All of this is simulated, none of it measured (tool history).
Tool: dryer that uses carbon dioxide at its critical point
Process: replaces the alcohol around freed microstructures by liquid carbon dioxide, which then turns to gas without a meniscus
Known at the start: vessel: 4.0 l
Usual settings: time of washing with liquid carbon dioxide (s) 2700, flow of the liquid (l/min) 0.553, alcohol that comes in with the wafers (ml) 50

run   hour  time of washing with liquid carbon dioxide (s)  flow of the liquid (l/min)  alcohol that comes in with the wafers (ml)  alcohol left in the vessel before it's heated (ppm by volume)
  1      0                                            2700                       0.553                                          50                                                            124
  2   13.3                                            2700                       0.553                                          50                                                            138
  3   27.4                                            2700                       0.553                                          50                                                            133
  4   41.9                                            2700                       0.553                                          50                                                            141
  5   57.3                                            2700                       0.553                                          50                                                            138
  6   72.1                                            2700                       0.553                                          27                                                             91
  7   82.7                                            4020                       0.553                                          55                                                             49
  8   90.2                                            2700                       0.914                                          45                                                             43
  9  101.4                                            2700                       0.472                                          50                                                            253
 10  115.3                                            2700                       0.915                                          23                                                             39

Forecast each of these 3 alternatives for the next run:
  A  123.1                                            3540                       0.377                                          23                                                              ?
  B  123.1                                            3840                       0.915                                          23                                                              ?
  C  123.1                                            2460                       0.915                                          23                                                              ?

run  alcohol left in the vessel before it's heated (ppm by volume)
  A                                                            118
  B                                                             36
  C                                                             45
Without the tool's hidden state the same runs would have given:
run  alcohol left in the vessel before it's heated (ppm by volume)
  A                                                             74
  B                                                              2
  C                                                             10

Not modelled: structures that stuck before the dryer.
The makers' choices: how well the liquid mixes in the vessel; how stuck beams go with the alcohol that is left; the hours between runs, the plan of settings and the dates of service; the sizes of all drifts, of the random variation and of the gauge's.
